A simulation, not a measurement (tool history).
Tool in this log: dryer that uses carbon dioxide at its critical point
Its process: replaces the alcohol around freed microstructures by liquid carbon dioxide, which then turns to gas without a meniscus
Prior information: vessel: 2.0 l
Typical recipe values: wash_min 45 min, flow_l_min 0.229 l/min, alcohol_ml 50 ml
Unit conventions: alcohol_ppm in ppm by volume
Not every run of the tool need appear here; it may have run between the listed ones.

| run | hour | wash_min | flow_l_min | alcohol_ml | alcohol_ppm |
|---|---|---|---|---|---|
| 1 | 0.0 | 45 | 0.229 | 50 | 761 |
| 2 | 24.5 | 45 | 0.229 | 46 | 724 |
| 3 | 46.0 | 45 | 0.229 | 50 | 811 |
| 4 | 61.1 | 45 | 0.229 | 50 | 824 |
| 5 | 74.6 | 45 | 0.229 | 94 | 1481 |
| 6 | 89.9 | 45 | 0.229 | 94 | 1530 |
| 7 | 102.5 | 45 | 0.229 | 62 | 1033 |
| 8 | 119.5 | 35 | 0.229 | 50 | 1797 |
| 9 | 138.2 | 35 | 0.229 | 50 | 1831 |
| 10 | 163.2 | 35 | 0.229 | 50 | 1874 |
| 11 | 191.9 | 35 | 0.229 | 50 | 1844 |
| 12 | 213.7 | 35 | 0.229 | 50 | 1895 |
| 13 | 244.1 | 35 | 0.229 | 50 | 1971 |
| 14 | 274.8 | 45 | 0.229 | 50 | 1032 |
|  | 282.8 | inlet filter changed |
| 15 | 289.2 | 49 | 0.229 | 50 | 551 |
| 16 | 304.2 | 49 | 0.229 | 50 | 550 |
| 17 | 326.2 | 49 | 0.229 | 50 | 568 |
| 18 | 343.1 | 49 | 0.229 | 50 | 581 |
| 19 | 360.0 | 49 | 0.229 | 50 | 585 |
| 20 | 384.6 | 45 | 0.229 | 80 | 1137 |
| 21 | 414.8 | 45 | 0.370 | 80 | 290 |
| 22 | 442.4 | 45 | 0.370 | 80 | 295 |
| 23 | 470.1 | 45 | 0.244 | 50 | 714 |
| 24 | 500.3 | 45 | 0.244 | 50 | 726 |
| 25 | 528.2 | 45 | 0.313 | 41 | 369 |
| 26 | 547.4 | 45 | 0.313 | 37 | 360 |
| 27 | 560.8 | 43 | 0.184 | 72 | 2465 |
| 28 | 577.7 | 43 | 0.184 | 72 | 2558 |
| 29 | 593.4 | 43 | 0.242 | 30 | 642 |
| 30 | 619.3 | 43 | 0.242 | 30 | 687 |
| 31 | 647.4 | 34 | 0.325 | 50 | 908 |
| 32 | 668.4 | 34 | 0.142 | 84 | 8329 |

Run 33 is up next; what results do you expect?
| 33 | 699.0 | 45 | 0.377 | 29 | ? |

alcohol_ppm: 290 ppm by volume
Without the tool's hidden state the same run would have given alcohol_ppm 33 ppm by volume.
